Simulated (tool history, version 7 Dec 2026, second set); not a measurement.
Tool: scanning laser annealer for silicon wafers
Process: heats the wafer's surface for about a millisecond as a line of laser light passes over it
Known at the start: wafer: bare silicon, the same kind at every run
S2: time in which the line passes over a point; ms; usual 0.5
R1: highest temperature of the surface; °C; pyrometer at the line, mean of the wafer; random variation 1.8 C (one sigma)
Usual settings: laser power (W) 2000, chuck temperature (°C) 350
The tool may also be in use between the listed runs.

Run 1, day 0: usual settings. Result: R1 1043 °C.
Run 2, day 1.967: usual settings. Result: R1 1039 °C.
Run 3, day 4.008: usual settings but laser power (W) 2121. Result: R1 1093 °C.
Run 4, day 6.029: usual settings but laser power (W) 2121. Result: R1 1093 °C.
Run 5, day 8.733: usual settings but laser power (W) 2121. Result: R1 1092 °C.
Run 6, day 10.354: usual settings but laser power (W) 1759. Result: R1 930 °C.
Run 7, day 11.554: usual settings. Result: R1 1037 °C.
Run 8, day 13.517: usual settings. Result: R1 1036 °C.
Run 9, day 15.317: usual settings. Result: R1 1036 °C.
Run 10, day 18.175: usual settings but laser power (W) 2199. Result: R1 1124 °C.
Run 11, day 20.262: usual settings but laser power (W) 2199. Result: R1 1123 °C.
Run 12, day 22.317: usual settings but laser power (W) 1925, S2 0.382 ms. Result: R1 911 °C.
Run 13, day 24.442: usual settings but laser power (W) 1925, S2 0.382 ms. Result: R1 914 °C.
Run 14, day 26.683: usual settings but laser power (W) 1925, S2 0.382 ms. Result: R1 911 °C.
Run 15, day 28.046: usual settings but laser power (W) 1709, S2 0.369 ms, chuck temperature (°C) 334. Result: R1 806 °C.
Run 16, day 29.95: usual settings but laser power (W) 1775, S2 0.558 ms, chuck temperature (°C) 313. Result: R1 925 °C.
Run 17, day 32.012: usual settings but laser power (W) 1775, S2 0.558 ms, chuck temperature (°C) 313. Result: R1 923 °C.
Run 18, day 33.238: usual settings but laser power (W) 1865, S2 0.574 ms, chuck temperature (°C) 389. Result: R1 1052 °C.
Run 19, day 35.867: usual settings but laser power (W) 1865, S2 0.574 ms, chuck temperature (°C) 389. Result: R1 1048 °C.
Run 20, day 38.058: usual settings but laser power (W) 1811, S2 0.576 ms, chuck temperature (°C) 343. Result: R1 983 °C.
Run 21, day 39.858: usual settings but laser power (W) 2068, S2 0.379 ms, chuck temperature (°C) 353. Result: R1 964 °C.
Run 22, day 42.479: usual settings but S2 0.448 ms, chuck temperature (°C) 354. Result: R1 990 °C.

3 ways to go on from here, each from the tool as it stands after run 22. What would each give?
Run A, day 43.942: usual settings but laser power (W) 1752, chuck temperature (°C) 311. Result: R1 ?.
Run B, day 43.942: usual settings but laser power (W) 2075, S2 0.472 ms, chuck temperature (°C) 376. Result: R1 ?.
Run C, day 43.942: usual settings but laser power (W) 1900, S2 0.375 ms. Result: R1 ?.

run    R1
  A   874
  B  1060
  C   887
Without the tool's hidden state the same runs would have given:
run    R1
  A   905
  B  1098
  C   917
